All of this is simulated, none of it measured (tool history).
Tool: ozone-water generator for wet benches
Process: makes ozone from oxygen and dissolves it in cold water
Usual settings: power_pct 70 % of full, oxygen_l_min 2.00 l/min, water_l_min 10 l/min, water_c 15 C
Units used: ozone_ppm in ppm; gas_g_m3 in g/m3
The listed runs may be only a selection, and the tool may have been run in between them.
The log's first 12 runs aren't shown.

| run | hour | power_pct | oxygen_l_min | water_l_min | water_c | hours of work since the electrodes were changed | hours of work since the contactor was cleaned | hours of work since the thermometer was calibrated | ozone_ppm | gas_g_m3 |
|---|---|---|---|---|---|---|---|---|---|---|
| 13 | 1641.8 | 70 | 2.84 | 10 | 19 | 1890 | 3732 | 3917 | 22.2 | 216.2 |
| 14 | 1776.0 | 70 | 2.84 | 10 | 19 | 1988 | 3830 | 4015 | 21.9 | 214.8 |
| 15 | 1897.3 | 70 | 2.84 | 10 | 19 | 2076 | 3919 | 4103 | 22.1 | 214.7 |
| 16 | 2000.8 | 70 | 2.84 | 10 | 19 | 2152 | 3995 | 4179 | 22.4 | 216.1 |
| 17 | 2086.2 | 70 | 2.59 | 11 | 10 | 2215 | 4057 | 4242 | 23.2 | 228.9 |
| 18 | 2192.6 | 68 | 1.93 | 13 | 18 | 2292 | 4135 | 4319 | 17.3 | 257.3 |
|  | 2248.0 | water thermometer calibrated |
| 19 | 2272.1 | 70 | 2.96 | 10 | 15 | 2350 | 4193 | 18 | 23.8 | 213.6 |
| 20 | 2363.1 | 70 | 2.96 | 9 | 17 | 2417 | 4259 | 84 | 24.9 | 212.1 |
| 21 | 2490.1 | 70 | 1.24 | 9 | 17 | 2510 | 4352 | 177 | 22.7 | 329.7 |
| 22 | 2667.2 | 70 | 1.24 | 9 | 17 | 2639 | 4482 | 307 | 22.7 | 328.4 |
|  | 2709.4 | contactor cleaned |
| 23 | 2843.6 | 44 | 2.17 | 7 | 12 | 2765 | 98 | 433 | 22.8 | 175.6 |
| 24 | 2950.8 | 44 | 2.17 | 7 | 12 | 2844 | 177 | 511 | 22.8 | 175.5 |
| 25 | 3115.3 | 65 | 2.23 | 12 | 11 | 2964 | 297 | 631 | 19.6 | 233.2 |
| 26 | 3287.5 | 70 | 2.00 | 12 | 15 | 3090 | 423 | 757 | 19.7 | 260.9 |
| 27 | 3409.6 | 63 | 2.25 | 8 | 14 | 3179 | 512 | 847 | 26.4 | 226.6 |
| 28 | 3500.3 | 52 | 1.26 | 8 | 11 | 3245 | 578 | 913 | 21.5 | 262.1 |
| 29 | 3589.9 | 52 | 1.26 | 8 | 11 | 3311 | 644 | 978 | 21.5 | 264.9 |
| 30 | 3673.2 | 52 | 1.26 | 8 | 8 | 3372 | 705 | 1039 | 22.1 | 265.0 |
| 31 | 3848.8 | 52 | 1.26 | 8 | 8 | 3500 | 833 | 1168 | 22.2 | 264.5 |
| 32 | 3974.5 | 52 | 1.26 | 8 | 8 | 3592 | 925 | 1260 | 21.8 | 264.9 |

What if the next run were any one of these 3? Each begins from the tool's condition after run 32:
| A | 4124.3 | 52 | 2.64 | 8 | 7 | 3702 | 1035 | 1369 | ? | ? |
| B | 4124.3 | 70 | 2.00 | 9 | 18 | 3702 | 1035 | 1369 | ? | ? |
| C | 4124.3 | 44 | 1.20 | 10 | 15 | 3702 | 1035 | 1369 | ? | ? |

| run | ozone_ppm | gas_g_m3 |
|---|---|---|
| A | 24.8 | 180.8 |
| B | 23.9 | 264.3 |
| C | 14.8 | 240.4 |
With no hidden state in the tool, these same runs would have given:
| run | ozone_ppm | gas_g_m3 |
|---|---|---|
| A | 24.8 | 176.3 |
| B | 23.9 | 257.6 |
| C | 14.8 | 234.2 |
